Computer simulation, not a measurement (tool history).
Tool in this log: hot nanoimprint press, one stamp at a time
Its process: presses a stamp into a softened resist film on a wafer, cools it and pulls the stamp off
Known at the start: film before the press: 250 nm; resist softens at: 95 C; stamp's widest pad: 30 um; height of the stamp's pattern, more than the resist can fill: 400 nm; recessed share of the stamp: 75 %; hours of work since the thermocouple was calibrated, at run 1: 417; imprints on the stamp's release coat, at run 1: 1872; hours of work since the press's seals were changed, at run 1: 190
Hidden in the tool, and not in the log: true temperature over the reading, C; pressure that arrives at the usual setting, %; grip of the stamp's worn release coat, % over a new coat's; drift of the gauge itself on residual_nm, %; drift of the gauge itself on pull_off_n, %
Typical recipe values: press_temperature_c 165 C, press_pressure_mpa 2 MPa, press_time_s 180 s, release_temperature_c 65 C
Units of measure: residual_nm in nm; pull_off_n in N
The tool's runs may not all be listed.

run,day,press_temperature_c,press_pressure_mpa,press_time_s,release_temperature_c,hours of work since the thermocouple was calibrated,imprints on the stamp's release coat,hours of work since the press's seals were changed,residual_nm,pull_off_n
1,0,165,2,180,65,417,1872,190,142.9,141
2,0.504,165,2,180,65,423,1896,196,144.6,151
3,1.279,165,2,154,65,432,1932,205,152,146
4,1.896,157,2,180,65,439,1961,212,182.4,157
5,2.483,157,2,180,65,446,1988,219,181.7,151
# day 2.775: stamp cleaned and given a new release coat
6,3.254,157,2,180,65,452,23,225,182.4,100
7,3.683,157,2,180,65,457,43,230,183,109
8,4.388,165,2,180,65,465,75,238,146.1,107
9,4.988,165,2,332,69,472,103,245,115.8,95
10,5.375,165,2,96,65,476,121,249,174.7,106

For run 11, what comes out?
11,5.871,173,1.3,96,65,482,145,255,?,?

Run 11 produced residual_nm 162.7 nm, pull_off_n 109 N.
With no hidden state in the tool, this same run would have given residual_nm 152.1 nm, pull_off_n 99 N.

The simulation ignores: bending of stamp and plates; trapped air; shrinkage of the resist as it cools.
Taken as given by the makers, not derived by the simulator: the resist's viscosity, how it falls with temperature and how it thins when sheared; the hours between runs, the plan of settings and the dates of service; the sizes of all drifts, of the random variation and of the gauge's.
